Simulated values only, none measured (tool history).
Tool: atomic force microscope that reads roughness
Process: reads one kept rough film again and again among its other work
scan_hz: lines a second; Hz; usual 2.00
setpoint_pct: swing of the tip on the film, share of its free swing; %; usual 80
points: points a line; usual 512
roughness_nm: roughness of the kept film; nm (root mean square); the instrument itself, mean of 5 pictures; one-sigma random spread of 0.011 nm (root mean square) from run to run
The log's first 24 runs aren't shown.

{"run": 25, "hour": 860.1, "scan_hz": 1.44, "setpoint_pct": 77, "points": 327, "roughness_nm": 2.701}
{"run": 26, "hour": 892.2, "scan_hz": 2.38, "setpoint_pct": 80, "points": 525, "roughness_nm": 2.577}
{"hour": 897.5, "done": "height scale calibrated on a step standard"}
{"run": 27, "hour": 921.3, "scan_hz": 2.0, "setpoint_pct": 61, "points": 946, "roughness_nm": 2.757}
{"run": 28, "hour": 946.1, "scan_hz": 2.0, "setpoint_pct": 61, "points": 946, "roughness_nm": 2.734}
{"run": 29, "hour": 990.8, "scan_hz": 0.53, "setpoint_pct": 55, "points": 304, "roughness_nm": 2.77}
{"run": 30, "hour": 1037.8, "scan_hz": 0.53, "setpoint_pct": 55, "points": 304, "roughness_nm": 2.782}
{"hour": 1078.4, "done": "height scale calibrated on a step standard, once more"}
{"run": 31, "hour": 1084.3, "scan_hz": 0.84, "setpoint_pct": 55, "points": 304, "roughness_nm": 2.774}
{"run": 32, "hour": 1128.0, "scan_hz": 2.0, "setpoint_pct": 66, "points": 680, "roughness_nm": 2.677}
{"run": 33, "hour": 1159.1, "scan_hz": 0.82, "setpoint_pct": 76, "points": 460, "roughness_nm": 2.685}
{"run": 34, "hour": 1187.6, "scan_hz": 0.82, "setpoint_pct": 76, "points": 460, "roughness_nm": 2.683}
{"run": 35, "hour": 1225.7, "scan_hz": 1.7, "setpoint_pct": 83, "points": 524, "roughness_nm": 2.554}
{"run": 36, "hour": 1258.9, "scan_hz": 1.7, "setpoint_pct": 83, "points": 524, "roughness_nm": 2.552}
{"hour": 1290.7, "done": "new tip fitted"}
{"run": 37, "hour": 1303.5, "scan_hz": 1.7, "setpoint_pct": 83, "points": 524, "roughness_nm": 2.647}
{"run": 38, "hour": 1342.2, "scan_hz": 1.7, "setpoint_pct": 83, "points": 524, "roughness_nm": 2.652}
{"run": 39, "hour": 1374.5, "scan_hz": 3.79, "setpoint_pct": 60, "points": 512, "roughness_nm": 2.745}

Below are 5 alternative next runs, each starting from the tool's condition after run 39. Predict each:
{"run": "A", "hour": 1407.9, "scan_hz": 3.11, "setpoint_pct": 62, "points": 444, "roughness_nm": "?"}
{"run": "B", "hour": 1407.9, "scan_hz": 1.91, "setpoint_pct": 60, "points": 429, "roughness_nm": "?"}
{"run": "C", "hour": 1407.9, "scan_hz": 3.79, "setpoint_pct": 80, "points": 1000, "roughness_nm": "?"}
{"run": "D", "hour": 1407.9, "scan_hz": 0.6, "setpoint_pct": 60, "points": 312, "roughness_nm": "?"}
{"run": "E", "hour": 1407.9, "scan_hz": 2.0, "setpoint_pct": 80, "points": 1014, "roughness_nm": "?"}

run=A roughness_nm=2.708
run=B roughness_nm=2.768
run=C roughness_nm=2.479
run=D roughness_nm=2.824
run=E roughness_nm=2.658
With no hidden state in the tool, these same runs would have given:
run=A roughness_nm=2.758
run=B roughness_nm=2.819
run=C roughness_nm=2.524
run=D roughness_nm=2.876
run=E roughness_nm=2.707
